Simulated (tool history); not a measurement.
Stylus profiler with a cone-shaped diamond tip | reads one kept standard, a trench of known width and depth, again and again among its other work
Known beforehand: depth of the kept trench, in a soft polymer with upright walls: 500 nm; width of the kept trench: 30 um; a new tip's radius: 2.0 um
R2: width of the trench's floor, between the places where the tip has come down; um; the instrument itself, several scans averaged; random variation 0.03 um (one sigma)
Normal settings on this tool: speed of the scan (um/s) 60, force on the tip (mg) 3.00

Run 1, hour 0.0: usual settings. Result: depth of the trench (Å) 5036.6, R2 26.19 um.
Run 2, hour 71.2: usual settings. Result: depth of the trench (Å) 5036.2, R2 26.13 um.
Run 3, hour 114.4: usual settings but force on the tip (mg) 3.01. Result: depth of the trench (Å) 5039.3, R2 26.01 um.
Run 4, hour 173.4: usual settings but force on the tip (mg) 3.01. Result: depth of the trench (Å) 5039.2, R2 25.97 um.
Run 5, hour 248.9: usual settings but force on the tip (mg) 2.38. Result: depth of the trench (Å) 5030.4, R2 25.87 um.
Run 6, hour 308.7: usual settings but force on the tip (mg) 2.38. Result: depth of the trench (Å) 5031.9, R2 25.86 um.
Run 7, hour 346.0: usual settings. Result: depth of the trench (Å) 5035.0, R2 25.86 um.
Run 8, hour 402.8: usual settings. Result: depth of the trench (Å) 5034.4, R2 25.78 um.
Run 9, hour 436.8: usual settings but force on the tip (mg) 6.67. Result: depth of the trench (Å) 5063.4, R2 25.83 um.
Run 10, hour 472.1: usual settings but force on the tip (mg) 6.67. Result: depth of the trench (Å) 5064.9, R2 25.79 um.
Run 11, hour 511.9: usual settings but force on the tip (mg) 6.67. Result: depth of the trench (Å) 5064.0, R2 25.76 um.
Run 12, hour 584.0: usual settings but speed of the scan (um/s) 129. Result: depth of the trench (Å) 5033.5, R2 25.16 um.
Run 13, hour 649.9: usual settings but speed of the scan (um/s) 129, force on the tip (mg) 2.71. Result: depth of the trench (Å) 5031.2, R2 25.07 um.
Run 14, hour 715.5: usual settings but speed of the scan (um/s) 129, force on the tip (mg) 2.71. Result: depth of the trench (Å) 5030.7, R2 25.04 um.
Run 15, hour 761.7: usual settings but speed of the scan (um/s) 54. Result: depth of the trench (Å) 5033.7, R2 25.50 um.
Run 16, hour 809.2: usual settings but speed of the scan (um/s) 54. Result: depth of the trench (Å) 5034.1, R2 25.41 um.
At hour 815.5: height scale calibrated on a step standard.
Run 17, hour 852.6: usual settings but speed of the scan (um/s) 54. Result: depth of the trench (Å) 5033.0, R2 25.41 um.
Run 18, hour 893.7: usual settings but force on the tip (mg) 1.99. Result: depth of the trench (Å) 5021.7, R2 25.22 um.
Run 19, hour 927.7: usual settings but force on the tip (mg) 1.99. Result: depth of the trench (Å) 5021.2, R2 25.24 um.
Run 20, hour 964.9: usual settings but speed of the scan (um/s) 28, force on the tip (mg) 1.99. Result: depth of the trench (Å) 5024.7, R2 25.41 um.
Run 21, hour 1003.1: usual settings but speed of the scan (um/s) 28, force on the tip (mg) 1.99. Result: depth of the trench (Å) 5023.5, R2 25.39 um.
Run 22, hour 1069.3: usual settings but speed of the scan (um/s) 28, force on the tip (mg) 1.99. Result: depth of the trench (Å) 5022.3, R2 25.35 um.
Run 23, hour 1142.2: usual settings but speed of the scan (um/s) 28, force on the tip (mg) 7.68. Result: depth of the trench (Å) 5063.7, R2 25.38 um.
Run 24, hour 1196.7: usual settings but speed of the scan (um/s) 28, force on the tip (mg) 7.68. Result: depth of the trench (Å) 5063.3, R2 25.36 um.
At hour 1241.4: height scale calibrated on a step standard, once more.
Run 25, hour 1268.5: usual settings but speed of the scan (um/s) 32, force on the tip (mg) 1.99. Result: depth of the trench (Å) 5026.1, R2 25.08 um.
Run 26, hour 1343.9: usual settings but speed of the scan (um/s) 21, force on the tip (mg) 1.13. Result: depth of the trench (Å) 5018.6, R2 25.11 um.
Run 27, hour 1393.4: usual settings but speed of the scan (um/s) 207, force on the tip (mg) 2.00. Result: depth of the trench (Å) 5028.3, R2 23.79 um.
Run 28, hour 1426.9: usual settings but force on the tip (mg) 3.64. Result: depth of the trench (Å) 5045.7, R2 24.93 um.
Run 29, hour 1491.6: usual settings but speed of the scan (um/s) 35, force on the tip (mg) 1.75. Result: depth of the trench (Å) 5028.0, R2 24.94 um.
Run 30, hour 1539.8: usual settings but speed of the scan (um/s) 18, force on the tip (mg) 1.07. Result: depth of the trench (Å) 5019.0, R2 25.00 um.
Run 31, hour 1594.4: usual settings but speed of the scan (um/s) 140, force on the tip (mg) 2.06. Result: depth of the trench (Å) 5026.7, R2 24.17 um.
Run 32, hour 1650.0: usual settings but force on the tip (mg) 1.00. Result: depth of the trench (Å) 5016.2, R2 24.42 um.
Run 33, hour 1709.4: usual settings but force on the tip (mg) 1.00. Result: depth of the trench (Å) 5016.8, R2 24.41 um.
Run 34, hour 1750.8: usual settings but speed of the scan (um/s) 47, force on the tip (mg) 1.92. Result: depth of the trench (Å) 5026.5, R2 24.65 um.
Run 35, hour 1807.9: usual settings but speed of the scan (um/s) 91, force on the tip (mg) 1.99. Result: depth of the trench (Å) 5024.7, R2 24.30 um.
Run 36, hour 1842.5: usual settings but speed of the scan (um/s) 91, force on the tip (mg) 1.99. Result: depth of the trench (Å) 5028.5, R2 24.32 um.
At hour 1852.5: new tip fitted, height scale calibrated.
Run 37, hour 1899.6: usual settings but speed of the scan (um/s) 17, force on the tip (mg) 2.89. Result: depth of the trench (Å) 5035.7, R2 27.19 um.
Run 38, hour 1962.4: usual settings but speed of the scan (um/s) 45. Result: depth of the trench (Å) 5036.4, R2 26.98 um.
Run 39, hour 2007.1: usual settings but speed of the scan (um/s) 183, force on the tip (mg) 1.36. Result: depth of the trench (Å) 5020.9, R2 25.54 um.
Run 40, hour 2052.6: usual settings but speed of the scan (um/s) 47, force on the tip (mg) 6.89. Result: depth of the trench (Å) 5063.9, R2 26.89 um.
Run 41, hour 2097.0: usual settings but speed of the scan (um/s) 41, force on the tip (mg) 1.79. Result: depth of the trench (Å) 5025.6, R2 26.77 um.
Run 42, hour 2150.0: usual settings but speed of the scan (um/s) 77, force on the tip (mg) 3.30. Result: depth of the trench (Å) 5040.6, R2 26.55 um.
Run 43, hour 2191.8: usual settings but speed of the scan (um/s) 154, force on the tip (mg) 1.02. Result: depth of the trench (Å) 5019.3, R2 25.39 um.
Run 44, hour 2255.6: usual settings but speed of the scan (um/s) 144, force on the tip (mg) 5.75. Result: depth of the trench (Å) 5058.4, R2 26.31 um.
Run 45, hour 2293.9: usual settings but speed of the scan (um/s) 22, force on the tip (mg) 3.66. Result: depth of the trench (Å) 5042.4, R2 26.74 um.
Run 46, hour 2367.5: usual settings but speed of the scan (um/s) 144. Result: depth of the trench (Å) 5035.0, R2 25.89 um.
Run 47, hour 2422.6: usual settings but speed of the scan (um/s) 144. Result: depth of the trench (Å) 5035.4, R2 25.87 um.

Branching from run 47: 3 alternative next runs. What would each branch give?
Run A, hour 2492.5: usual settings but speed of the scan (um/s) 18, force on the tip (mg) 5.25. Result: depth of the trench (Å) ?, R2 ?.
Run B, hour 2492.5: usual settings but speed of the scan (um/s) 18, force on the tip (mg) 1.37. Result: depth of the trench (Å) ?, R2 ?.
Run C, hour 2492.5: usual settings but speed of the scan (um/s) 54, force on the tip (mg) 7.03. Result: depth of the trench (Å) ?, R2 ?.

run  depth of the trench (Å)     R2
  A                   5054.0  26.54
  B                   5019.6  26.51
  C                   5066.4  26.45
With no hidden state in the tool, these same runs would have given:
run  depth of the trench (Å)     R2
  A                   5057.6  27.26
  B                   5023.1  27.22
  C                   5070.0  27.17
